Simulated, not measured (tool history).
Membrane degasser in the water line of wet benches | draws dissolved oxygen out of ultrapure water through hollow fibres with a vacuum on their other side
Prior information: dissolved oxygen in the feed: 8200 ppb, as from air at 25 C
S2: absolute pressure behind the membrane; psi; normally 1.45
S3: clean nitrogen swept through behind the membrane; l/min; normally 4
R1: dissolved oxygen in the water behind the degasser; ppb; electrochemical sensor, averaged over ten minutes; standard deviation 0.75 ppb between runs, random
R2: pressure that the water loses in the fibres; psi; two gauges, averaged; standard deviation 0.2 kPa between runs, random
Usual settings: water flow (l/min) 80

Run 1, hour 0: usual settings. Result: R1 300.8 ppb, R2 6.638 psi.
Run 2, hour 89.4: usual settings but water flow (l/min) 55. Result: R1 214.6 ppb, R2 4.599 psi.
Run 3, hour 221.3: usual settings but water flow (l/min) 55. Result: R1 215.1 ppb, R2 4.577 psi.
Run 4, hour 290: usual settings. Result: R1 301.4 ppb, R2 6.666 psi.
Run 5, hour 382: usual settings. Result: R1 300.2 ppb, R2 6.708 psi.
Run 6, hour 507.8: usual settings. Result: R1 301.9 ppb, R2 6.672 psi.
Run 7, hour 584: usual settings but water flow (l/min) 109. Result: R1 401.3 ppb, R2 9.095 psi.
Run 8, hour 693.9: usual settings but water flow (l/min) 109. Result: R1 402.5 ppb, R2 9.161 psi.
Run 9, hour 793.2: usual settings but S3 2.96 l/min. Result: R1 387.9 ppb, R2 6.722 psi.
Run 10, hour 896: usual settings. Result: R1 301.3 ppb, R2 6.62 psi.
Run 11, hour 1025.5: usual settings. Result: R1 302 ppb, R2 6.676 psi.
Run 12, hour 1149.2: usual settings but S2 3.45 psi. Result: R1 846.4 ppb, R2 6.698 psi.
Run 13, hour 1222.5: usual settings but S2 3.45 psi. Result: R1 844.3 ppb, R2 6.692 psi.
Run 14, hour 1305.2: usual settings but S2 3.45 psi. Result: R1 845.1 ppb, R2 6.714 psi.
Run 15, hour 1399.9: usual settings but S2 3.45 psi. Result: R1 846.2 ppb, R2 6.691 psi.
Run 16, hour 1502.8: usual settings. Result: R1 302.4 ppb, R2 6.678 psi.
Run 17, hour 1578.5: usual settings. Result: R1 301.9 ppb, R2 6.683 psi.
Run 18, hour 1717.4: usual settings but water flow (l/min) 58, S2 3.06 psi, S3 1.64 l/min. Result: R1 1159.9 ppb, R2 4.883 psi.
Run 19, hour 1774.2: usual settings but water flow (l/min) 64, S2 1.73 psi, S3 1.64 l/min. Result: R1 650.4 ppb, R2 5.422 psi.
Run 20, hour 1898.9: usual settings but water flow (l/min) 52, S2 0.88 psi, S3 4.7 l/min. Result: R1 78.9 ppb, R2 4.396 psi.
At hour 1930.8: seals of the vacuum lines changed.
Run 21, hour 1980.7: usual settings but water flow (l/min) 119, S3 7.24 l/min. Result: R1 273.8 ppb, R2 9.983 psi.
Run 22, hour 2107.8: usual settings but water flow (l/min) 119, S3 7.24 l/min. Result: R1 274.9 ppb, R2 9.942 psi.
Run 23, hour 2237.6: usual settings but S2 1.44 psi, S3 4.03 l/min. Result: R1 296.9 ppb, R2 6.754 psi.
Run 24, hour 2333.5: usual settings but water flow (l/min) 79, S2 2.84 psi, S3 1.89 l/min. Result: R1 1209.6 ppb, R2 6.659 psi.
Run 25, hour 2431.4: usual settings but S2 1.83 psi, S3 10.71 l/min. Result: R1 170.4 ppb, R2 6.725 psi.
Run 26, hour 2501.6: usual settings but S2 1.83 psi, S3 10.71 l/min. Result: R1 170.5 ppb, R2 6.783 psi.

Run 27 is up next; what results do you expect?
Run 27, hour 2573: usual settings but water flow (l/min) 94, S2 2.96 psi, S3 2.53 l/min. Result: R1 ?, R2 ?.

{"run 27": {"R1": 1164.6, "R2": 7.951}}
On a tool with no hidden condition, and with the same random variation, this run would have come out at R1 1154.4 ppb, R2 7.59 psi.
